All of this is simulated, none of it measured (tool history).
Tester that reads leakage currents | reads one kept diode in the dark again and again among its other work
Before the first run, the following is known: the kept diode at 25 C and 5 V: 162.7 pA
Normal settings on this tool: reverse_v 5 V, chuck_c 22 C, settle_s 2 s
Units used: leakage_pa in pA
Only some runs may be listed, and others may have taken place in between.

| run | day | reverse_v | chuck_c | settle_s | leakage_pa |
|---|---|---|---|---|---|
| 1 | 0 | 5 | 22 | 2 | 127.97 |
| 2 | 2.238 | 5 | 22 | 2 | 128.35 |
| 3 | 6.85 | 5 | 22 | 2 | 127.5 |
| 4 | 11.812 | 5 | 22 | 2 | 127.86 |
| 5 | 14.046 | 5 | 22 | 2 | 127.16 |
| 6 | 16.683 | 5 | 22 | 2 | 128.32 |
| 7 | 21.533 | 5 | 22 | 2 | 127.73 |
| 8 | 25.862 | 5 | 22 | 2 | 127.63 |
| 9 | 30.767 | 17.17 | 28 | 3.61 | 409.55 |
| 10 | 34.342 | 5 | 47 | 2 | 851.28 |
| 11 | 37.967 | 5 | 47 | 2 | 850.08 |
| 12 | 40.454 | 5 | 47 | 0.78 | 857.24 |
| 13 | 44.962 | 5 | 47 | 0.78 | 858.96 |
| 14 | 49.542 | 6.41 | 32 | 2 | 327.19 |
|  | 51.171 | chuck's temperature calibrated |
| 15 | 52.583 | 5.39 | 32 | 0.42 | 295.41 |

Alternative continuations, all from the tool just after run 15; predict every row:
| A | 56.525 | 3.78 | 32 | 0.42 | ? |
| B | 56.525 | 5.09 | 29 | 0.33 | ? |
| C | 56.525 | 1.29 | 42 | 2.83 | ? |
| D | 56.525 | 3.55 | 44 | 1.32 | ? |
| E | 56.525 | 5.39 | 25 | 0.42 | ? |

| run | leakage_pa |
|---|---|
| A | 242.9 |
| B | 229.29 |
| C | 281.67 |
| D | 571.96 |
| E | 171.45 |
The same runs, with their run-to-run variation unchanged, on a tool lacking any hidden condition would have given:
| run | leakage_pa |
|---|---|
| A | 242.86 |
| B | 229.24 |
| C | 281.63 |
| D | 571.88 |
| E | 171.41 |

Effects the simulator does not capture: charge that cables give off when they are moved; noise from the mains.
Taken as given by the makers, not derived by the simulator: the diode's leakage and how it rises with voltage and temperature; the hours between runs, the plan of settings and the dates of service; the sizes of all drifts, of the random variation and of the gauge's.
